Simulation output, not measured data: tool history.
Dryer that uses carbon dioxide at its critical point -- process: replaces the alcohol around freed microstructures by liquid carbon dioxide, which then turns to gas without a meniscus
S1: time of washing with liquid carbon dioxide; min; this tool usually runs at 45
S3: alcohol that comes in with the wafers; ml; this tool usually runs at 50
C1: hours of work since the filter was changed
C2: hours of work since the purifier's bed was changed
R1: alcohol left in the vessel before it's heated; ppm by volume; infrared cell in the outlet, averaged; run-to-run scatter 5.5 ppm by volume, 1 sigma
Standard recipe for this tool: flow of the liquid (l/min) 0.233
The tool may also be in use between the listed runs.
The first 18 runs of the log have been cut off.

run 19 day=12.771 | S1=45 flow_of_the_liquid_(l/min)=0.233 S3=28 | C1=425 C2=839 | R1=193
-- day=13.333 inlet filter changed
run 20 day=13.338 | S1=45 flow_of_the_liquid_(l/min)=0.233 S3=50 | C1=0 C2=847 | R1=241
run 21 day=14.312 | S1=45 flow_of_the_liquid_(l/min)=0.384 S3=50 | C1=16 C2=863 | R1=104
run 22 day=15.067 | S1=45 flow_of_the_liquid_(l/min)=0.384 S3=50 | C1=28 C2=876 | R1=109
run 23 day=15.529 | S1=45 flow_of_the_liquid_(l/min)=0.384 S3=47 | C1=36 C2=883 | R1=109
run 24 day=16.467 | S1=39 flow_of_the_liquid_(l/min)=0.384 S3=103 | C1=51 C2=898 | R1=139
run 25 day=16.929 | S1=39 flow_of_the_liquid_(l/min)=0.384 S3=103 | C1=59 C2=906 | R1=141
run 26 day=17.629 | S1=44 flow_of_the_liquid_(l/min)=0.182 S3=20 | C1=70 C2=917 | R1=297
run 27 day=18.083 | S1=51 flow_of_the_liquid_(l/min)=0.233 S3=50 | C1=78 C2=925 | R1=185
run 28 day=18.804 | S1=28 flow_of_the_liquid_(l/min)=0.266 S3=62 | C1=89 C2=937 | R1=914
run 29 day=19.454 | S1=71 flow_of_the_liquid_(l/min)=0.266 S3=102 | C1=100 C2=947 | R1=108
run 30 day=19.888 | S1=30 flow_of_the_liquid_(l/min)=0.233 S3=28 | C1=107 C2=954 | R1=581
run 31 day=20.604 | S1=30 flow_of_the_liquid_(l/min)=0.233 S3=28 | C1=119 C2=966 | R1=585
run 32 day=21.533 | S1=44 flow_of_the_liquid_(l/min)=0.220 S3=109 | C1=134 C2=981 | R1=601
run 33 day=22.288 | S1=28 flow_of_the_liquid_(l/min)=0.390 S3=118 | C1=146 C2=993 | R1=433
run 34 day=22.942 | S1=28 flow_of_the_liquid_(l/min)=0.390 S3=22 | C1=157 C2=1004 | R1=171
run 35 day=23.792 | S1=28 flow_of_the_liquid_(l/min)=0.390 S3=22 | C1=171 C2=1018 | R1=173
run 36 day=24.388 | S1=30 flow_of_the_liquid_(l/min)=0.233 S3=64 | C1=181 C2=1028 | R1=1233
run 37 day=25.250 | S1=33 flow_of_the_liquid_(l/min)=0.233 S3=57 | C1=195 C2=1042 | R1=831
run 38 day=25.821 | S1=33 flow_of_the_liquid_(l/min)=0.233 S3=57 | C1=204 C2=1051 | R1=864
run 39 day=26.258 | S1=33 flow_of_the_liquid_(l/min)=0.233 S3=57 | C1=211 C2=1058 | R1=832
run 40 day=27.308 | S1=29 flow_of_the_liquid_(l/min)=0.258 S3=69 | C1=228 C2=1075 | R1=1066
run 41 day=28.058 | S1=66 flow_of_the_liquid_(l/min)=0.159 S3=69 | C1=241 C2=1088 | R1=345

What if the next run were any one of these 4? Each begins from the tool's condition after run 41:
run A day=29.038 | S1=43 flow_of_the_liquid_(l/min)=0.249 S3=35 | C1=257 C2=1104 | R1=?
run B day=29.038 | S1=63 flow_of_the_liquid_(l/min)=0.146 S3=29 | C1=257 C2=1104 | R1=?
run C day=29.038 | S1=63 flow_of_the_liquid_(l/min)=0.187 S3=38 | C1=257 C2=1104 | R1=?
run D day=29.038 | S1=32 flow_of_the_liquid_(l/min)=0.203 S3=55 | C1=257 C2=1104 | R1=?

run=A R1=226
run=B R1=298
run=C R1=178
run=D R1=1364
Take away the tool's hidden state, keep each run's random variation, and the runs would have read:
run=A R1=94
run=B R1=156
run=C R1=51
run=D R1=1110
